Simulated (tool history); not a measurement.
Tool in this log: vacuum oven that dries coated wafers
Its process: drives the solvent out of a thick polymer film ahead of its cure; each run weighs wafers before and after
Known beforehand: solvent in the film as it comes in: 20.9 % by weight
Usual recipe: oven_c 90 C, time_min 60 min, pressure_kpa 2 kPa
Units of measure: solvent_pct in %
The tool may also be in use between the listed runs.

{"run": 1, "hour": 0.0, "oven_c": 90, "time_min": 60, "pressure_kpa": 2, "solvent_pct": 2.13}
{"run": 2, "hour": 7.7, "oven_c": 90, "time_min": 60, "pressure_kpa": 2, "solvent_pct": 2.02}
{"run": 3, "hour": 20.3, "oven_c": 91, "time_min": 60, "pressure_kpa": 2, "solvent_pct": 1.81}
{"run": 4, "hour": 31.0, "oven_c": 91, "time_min": 60, "pressure_kpa": 2, "solvent_pct": 1.8}
{"run": 5, "hour": 44.5, "oven_c": 91, "time_min": 60, "pressure_kpa": 2, "solvent_pct": 2}
{"run": 6, "hour": 60.1, "oven_c": 91, "time_min": 60, "pressure_kpa": 2, "solvent_pct": 1.86}
{"run": 7, "hour": 78.0, "oven_c": 91, "time_min": 60, "pressure_kpa": 2, "solvent_pct": 1.82}
{"run": 8, "hour": 95.8, "oven_c": 91, "time_min": 60, "pressure_kpa": 2, "solvent_pct": 1.81}
{"run": 9, "hour": 106.2, "oven_c": 90, "time_min": 60, "pressure_kpa": 2, "solvent_pct": 2.15}
{"run": 10, "hour": 114.3, "oven_c": 90, "time_min": 60, "pressure_kpa": 2, "solvent_pct": 2.1}
{"run": 11, "hour": 122.0, "oven_c": 90, "time_min": 60, "pressure_kpa": 2, "solvent_pct": 2.04}
{"run": 12, "hour": 135.2, "oven_c": 90, "time_min": 60, "pressure_kpa": 2, "solvent_pct": 1.88}
{"run": 13, "hour": 147.4, "oven_c": 90, "time_min": 60, "pressure_kpa": 2, "solvent_pct": 2}
{"run": 14, "hour": 159.4, "oven_c": 90, "time_min": 60, "pressure_kpa": 2, "solvent_pct": 2.18}
{"run": 15, "hour": 167.9, "oven_c": 90, "time_min": 81, "pressure_kpa": 2, "solvent_pct": 1.33}
{"run": 16, "hour": 178.6, "oven_c": 90, "time_min": 81, "pressure_kpa": 2, "solvent_pct": 1.25}
{"run": 17, "hour": 192.8, "oven_c": 90, "time_min": 39, "pressure_kpa": 2, "solvent_pct": 3.99}
{"run": 18, "hour": 203.9, "oven_c": 90, "time_min": 63, "pressure_kpa": 2, "solvent_pct": 1.92}
{"run": 19, "hour": 221.6, "oven_c": 90, "time_min": 33, "pressure_kpa": 2, "solvent_pct": 4.89}
{"run": 20, "hour": 239.9, "oven_c": 90, "time_min": 60, "pressure_kpa": 6.86, "solvent_pct": 3.77}
{"run": 21, "hour": 253.1, "oven_c": 90, "time_min": 59, "pressure_kpa": 2, "solvent_pct": 2.18}
{"run": 22, "hour": 271.4, "oven_c": 90, "time_min": 60, "pressure_kpa": 1.32, "solvent_pct": 1.88}
{"run": 23, "hour": 280.5, "oven_c": 90, "time_min": 60, "pressure_kpa": 1.32, "solvent_pct": 1.86}
{"run": 24, "hour": 290.0, "oven_c": 90, "time_min": 60, "pressure_kpa": 1.32, "solvent_pct": 1.93}
{"run": 25, "hour": 303.4, "oven_c": 90, "time_min": 60, "pressure_kpa": 1.32, "solvent_pct": 1.88}
{"run": 26, "hour": 319.3, "oven_c": 96, "time_min": 64, "pressure_kpa": 1.32, "solvent_pct": 0.81}
{"run": 27, "hour": 334.6, "oven_c": 99, "time_min": 61, "pressure_kpa": 2.55, "solvent_pct": 0.89}
{"run": 28, "hour": 352.7, "oven_c": 99, "time_min": 61, "pressure_kpa": 1.41, "solvent_pct": 0.67}
{"run": 29, "hour": 360.6, "oven_c": 90, "time_min": 53, "pressure_kpa": 1.48, "solvent_pct": 2.29}
{"run": 30, "hour": 371.6, "oven_c": 90, "time_min": 32, "pressure_kpa": 7.38, "solvent_pct": 6.45}
{"run": 31, "hour": 380.5, "oven_c": 90, "time_min": 32, "pressure_kpa": 7.38, "solvent_pct": 6.46}
{"run": 32, "hour": 396.8, "oven_c": 90, "time_min": 77, "pressure_kpa": 4.5, "solvent_pct": 2.3}
{"run": 33, "hour": 404.9, "oven_c": 92, "time_min": 106, "pressure_kpa": 2, "solvent_pct": 0.76}
{"run": 34, "hour": 418.6, "oven_c": 90, "time_min": 60, "pressure_kpa": 5.76, "solvent_pct": 3.4}
{"run": 35, "hour": 435.1, "oven_c": 90, "time_min": 60, "pressure_kpa": 5.76, "solvent_pct": 3.32}
{"run": 36, "hour": 447.6, "oven_c": 101, "time_min": 32, "pressure_kpa": 1.21, "solvent_pct": 1.45}
{"run": 37, "hour": 464.7, "oven_c": 101, "time_min": 32, "pressure_kpa": 1.21, "solvent_pct": 1.37}
{"run": 38, "hour": 479.0, "oven_c": 98, "time_min": 63, "pressure_kpa": 2, "solvent_pct": 0.8}
{"run": 39, "hour": 487.5, "oven_c": 98, "time_min": 66, "pressure_kpa": 2, "solvent_pct": 0.68}
{"run": 40, "hour": 498.9, "oven_c": 98, "time_min": 66, "pressure_kpa": 2, "solvent_pct": 0.81}
{"run": 41, "hour": 514.7, "oven_c": 90, "time_min": 81, "pressure_kpa": 5.39, "solvent_pct": 2.53}

What does the tool deliver on the next run?
{"run": 42, "hour": 530.1, "oven_c": 83, "time_min": 31, "pressure_kpa": 1.13, "solvent_pct": "?"}

solvent_pct: 8.14 %
If the tool had no hidden condition, the same run with the same run-to-run variation would have returned solvent_pct 7.96 %.

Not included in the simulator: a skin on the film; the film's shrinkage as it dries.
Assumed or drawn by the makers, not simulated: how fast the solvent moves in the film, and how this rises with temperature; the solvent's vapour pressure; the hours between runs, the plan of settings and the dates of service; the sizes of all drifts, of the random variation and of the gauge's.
